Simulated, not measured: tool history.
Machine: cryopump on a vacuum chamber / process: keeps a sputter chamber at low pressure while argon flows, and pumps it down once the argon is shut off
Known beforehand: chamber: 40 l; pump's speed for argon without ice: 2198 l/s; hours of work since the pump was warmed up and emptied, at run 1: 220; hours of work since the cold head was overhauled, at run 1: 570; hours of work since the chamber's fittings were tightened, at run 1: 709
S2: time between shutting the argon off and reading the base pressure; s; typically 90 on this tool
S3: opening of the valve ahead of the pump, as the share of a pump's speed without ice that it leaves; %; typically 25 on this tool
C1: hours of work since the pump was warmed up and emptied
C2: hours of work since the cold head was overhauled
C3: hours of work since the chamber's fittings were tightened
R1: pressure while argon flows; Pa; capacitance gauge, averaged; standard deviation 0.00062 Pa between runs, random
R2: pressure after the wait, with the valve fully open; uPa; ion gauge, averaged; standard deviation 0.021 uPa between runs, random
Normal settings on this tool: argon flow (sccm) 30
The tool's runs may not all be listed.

run 1 hour=0 | argon_flow_(sccm)=30 S2=90 S3=25 | C1=220 C2=570 C3=709 | R1=0.0989 R2=0.92
run 2 hour=26.1 | argon_flow_(sccm)=30 S2=90 S3=25 | C1=237 C2=587 C3=726 | R1=0.0992 R2=0.95
run 3 hour=42.7 | argon_flow_(sccm)=30 S2=90 S3=25 | C1=247 C2=598 C3=736 | R1=0.0991 R2=0.88
run 4 hour=53.7 | argon_flow_(sccm)=30 S2=90 S3=25 | C1=255 C2=605 C3=744 | R1=0.0986 R2=0.95
run 5 hour=67.1 | argon_flow_(sccm)=30 S2=90 S3=25 | C1=263 C2=614 C3=752 | R1=0.1003 R2=0.95
run 6 hour=79.7 | argon_flow_(sccm)=30 S2=90 S3=25 | C1=271 C2=622 C3=760 | R1=0.0998 R2=0.92
run 7 hour=106.3 | argon_flow_(sccm)=30 S2=90 S3=25 | C1=289 C2=639 C3=778 | R1=0.1007 R2=1
run 8 hour=125.6 | argon_flow_(sccm)=19 S2=90 S3=36 | C1=301 C2=652 C3=790 | R1=0.0455 R2=0.98
run 9 hour=139.1 | argon_flow_(sccm)=19 S2=90 S3=36 | C1=310 C2=660 C3=799 | R1=0.0474 R2=1.03
run 10 hour=159.1 | argon_flow_(sccm)=19 S2=90 S3=36 | C1=323 C2=673 C3=812 | R1=0.0462 R2=1.04
run 11 hour=172.8 | argon_flow_(sccm)=30 S2=90 S3=25 | C1=332 C2=682 C3=821 | R1=0.1028 R2=1.02
-- hour=183.2 pump warmed up, emptied and cooled again
run 12 hour=195.7 | argon_flow_(sccm)=30 S2=135 S3=25 | C1=8 C2=694 C3=832 | R1=0.0931 R2=0.74
run 13 hour=207.3 | argon_flow_(sccm)=30 S2=135 S3=25 | C1=16 C2=701 C3=840 | R1=0.0934 R2=0.77
run 14 hour=229.5 | argon_flow_(sccm)=30 S2=135 S3=25 | C1=30 C2=716 C3=854 | R1=0.0934 R2=0.76

4 ways to go on from here, each from the tool as it stands after run 14. What would each give?
run A hour=244.6 | argon_flow_(sccm)=16 S2=90 S3=28 | C1=40 C2=726 C3=864 | R1=? R2=?
run B hour=244.6 | argon_flow_(sccm)=22 S2=74 S3=44 | C1=40 C2=726 C3=864 | R1=? R2=?
run C hour=244.6 | argon_flow_(sccm)=39 S2=84 S3=49 | C1=40 C2=726 C3=864 | R1=? R2=?
run D hour=244.6 | argon_flow_(sccm)=30 S2=80 S3=21 | C1=40 C2=726 C3=864 | R1=? R2=?

run=A R1=0.0455 R2=0.88
run=B R1=0.0393 R2=0.94
run=C R1=0.0633 R2=0.93
run=D R1=0.1109 R2=0.92
Had the tool no hidden state, the same runs would have come out as:
run=A R1=0.0449 R2=0.46
run=B R1=0.0384 R2=0.53
run=C R1=0.0617 R2=0.51
run=D R1=0.1097 R2=0.51
